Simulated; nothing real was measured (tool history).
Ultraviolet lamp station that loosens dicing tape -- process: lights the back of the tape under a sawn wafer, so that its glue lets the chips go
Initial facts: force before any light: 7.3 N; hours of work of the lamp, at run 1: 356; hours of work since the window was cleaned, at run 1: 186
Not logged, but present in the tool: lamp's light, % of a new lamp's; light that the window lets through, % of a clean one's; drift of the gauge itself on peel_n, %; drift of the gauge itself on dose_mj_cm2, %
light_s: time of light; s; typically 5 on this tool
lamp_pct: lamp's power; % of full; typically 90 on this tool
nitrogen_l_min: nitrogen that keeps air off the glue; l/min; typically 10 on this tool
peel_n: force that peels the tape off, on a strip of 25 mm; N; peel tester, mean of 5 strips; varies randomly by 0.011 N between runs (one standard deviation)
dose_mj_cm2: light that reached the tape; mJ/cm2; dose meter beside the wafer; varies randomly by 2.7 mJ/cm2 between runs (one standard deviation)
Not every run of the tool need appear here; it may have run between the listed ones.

run   hour  light_s  lamp_pct  nitrogen_l_min  hours of work of the lamp  hours of work since the window was cleaned  peel_n  dose_mj_cm2
  1      0        5        90              10                        356                                         186   0.802          270
  2   10.1        5        90              10                        363                                         193   0.756          266
  3     21        5        90              10                        371                                         201   0.797          263
  4     33        5        90              10                        380                                         209   0.806          268
  5     47        5        90              10                        390                                         219   0.831          259
  6   59.1        5        90              10                        398                                         228   0.827          259
  7     67        5        90              10                        404                                         234    0.84          264
  8   77.6        5        90              10                        411                                         241   0.855          258
  9   90.1        5        90              10                        420                                         250   0.875          256
 10  102.2        6        90              10                        429                                         259   0.624          300
 11  112.6        6        90               6                        436                                         266   0.887          300
 12  120.4        5        80              10                        442                                         272   1.093          223
 13  126.6        5        80               8                        446                                         276   1.237          221
 14  139.2        2        90              10                        455                                         285   2.984           95
 15  148.4        5        90              13                        462                                         292   0.774          242
 16  160.8        5        90              10                        471                                         300   0.926          241
 17  170.7        5        90              10                        478                                         307   0.899          242
     177.7  -- window cleaned of glue's vapour
 18  179.5        5        90              10                        484                                           1   0.955          238
 19  188.4        5        90              10                        490                                           8    1.01          233
 20  202.2        5        90               4                        500                                          17    1.69          233
 21    208        5        90               4                        504                                          22   1.699          233
     220.3  -- window cleaned of glue's vapour, once more
 22    221        5        90               4                        513                                           1   1.527          263
 23  229.2        5        90               3                        519                                           6   1.727          256
 24    243        5        70              12                        529                                          16   1.178          199
 25  252.8        7        79               7                        536                                          23   0.759          311
 26  259.2        3        75              14                        540                                          28   2.046          125
 27  267.4        2        90              10                        546                                          34   2.882          101
 28  275.1        2        90              10                        552                                          39       3          100
 29  287.6        5        82              10                        561                                          48   1.032          226
 30    298        5        82              10                        568                                          55   1.046          222
 31  307.9        3        82               9                        575                                          63   2.296          130
 32    314        8        90              10                        579                                          67   0.404          391
 33  320.7        5        78              10                        584                                          72   1.208          209
 34  327.4        5        78              10                        589                                          76   1.208          211
 35  333.4        5        78              10                        593                                          81   1.185          204
 36  339.2        5        78              10                        597                                          85   1.218          206
 37  345.5        5        76              10                        602                                          89   1.297          197
 38  354.6        5        76              10                        608                                          96   1.303          199
 39  365.9        3        95               5                        616                                         104    2.57          145
 40  371.6        6        89              10                        620                                         108   0.728          274
 41  381.9        5        94              10                        628                                         115   0.902          245
 42  390.7        5        94              10                        634                                         122   0.949          235
 43  401.5        8        84               5                        642                                         129   0.821          341

What would each run have given without the hidden state, its run-to-run variation left as it was?
run  peel_n  dose_mj_cm2
  1   0.513          349
  2   0.477          347
  3   0.497          345
  4   0.498          353
  5   0.507          345
  6   0.491          347
  7   0.497          354
  8   0.497          350
  9   0.504          351
 10   0.368          416
 11   0.501          416
 12    0.61          311
 13   0.691          310
 14   2.096          136
 15   0.418          346
 16   0.491          347
 17   0.467          350
 18   0.486          349
 19   0.509          345
 20   0.906          347
 21   0.908          350
 22    0.95          353
 23     1.1          348
 24    0.69          272
 25   0.436          427
 26   1.319          173
 27   2.055          140
 28   2.131          140
 29   0.564          318
 30   0.566          316
 31   1.455          187
 32   0.268          561
 33   0.647          301
 34   0.639          305
 35   0.625          298
 36   0.635          302
 37   0.677          291
 38   0.672          294
 39   1.611          217
 40   0.371          411
 41   0.445          368
 42   0.462          358
 43   0.405          520

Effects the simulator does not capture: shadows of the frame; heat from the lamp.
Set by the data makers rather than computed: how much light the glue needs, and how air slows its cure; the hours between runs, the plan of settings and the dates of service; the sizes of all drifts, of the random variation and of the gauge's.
